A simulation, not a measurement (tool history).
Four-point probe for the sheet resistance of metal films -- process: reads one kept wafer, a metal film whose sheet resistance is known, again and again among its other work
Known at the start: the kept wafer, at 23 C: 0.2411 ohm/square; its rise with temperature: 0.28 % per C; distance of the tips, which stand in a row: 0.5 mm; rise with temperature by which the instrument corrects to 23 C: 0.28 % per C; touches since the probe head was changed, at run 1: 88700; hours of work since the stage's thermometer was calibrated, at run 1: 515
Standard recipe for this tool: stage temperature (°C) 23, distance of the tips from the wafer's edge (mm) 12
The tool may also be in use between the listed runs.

run,hour,stage temperature (°C),distance of the tips from the wafer's edge (mm),touches since the probe head was changed,hours of work since the stage's thermometer was calibrated,sheet resistance as the instrument gives it (ohm/square)
1,0,23,12,88700,515,0.241387
2,33.7,23,22,89788,529,0.241207
3,76.1,23,22,91155,547,0.241283
4,103.6,23,11,92040,559,0.241363
5,146.3,23,11,93416,577,0.241523
6,196.6,23,12,95037,599,0.241449
7,241.7,23,12,96492,618,0.241449
8,284.1,21,12,97859,636,0.241475
9,310.2,31,12,98699,648,0.24146
10,333,25,5,99435,657,0.242529
11,364.9,25,5,100462,671,0.242587
12,403.6,25,5,101710,688,0.242565
13,425.4,33,68,102414,697,0.241301
14,472.1,20,15,103919,717,0.241408
15,520.9,25,4,105494,738,0.243359
16,544.6,19,50,106256,748,0.241181

Each row is a separate what-if for the run after 16, all from the same tool condition, not one after another. Results?
A,575.2,34,58,107243,761,?
B,575.2,18,50,107243,761,?
C,575.2,20,7,107243,761,?

run,sheet resistance as the instrument gives it (ohm/square)
A,0.241469
B,0.241228
C,0.241929
Without the tool's unlogged condition, the same runs would have read:
run,sheet resistance as the instrument gives it (ohm/square)
A,0.241265
B,0.241029
C,0.241729
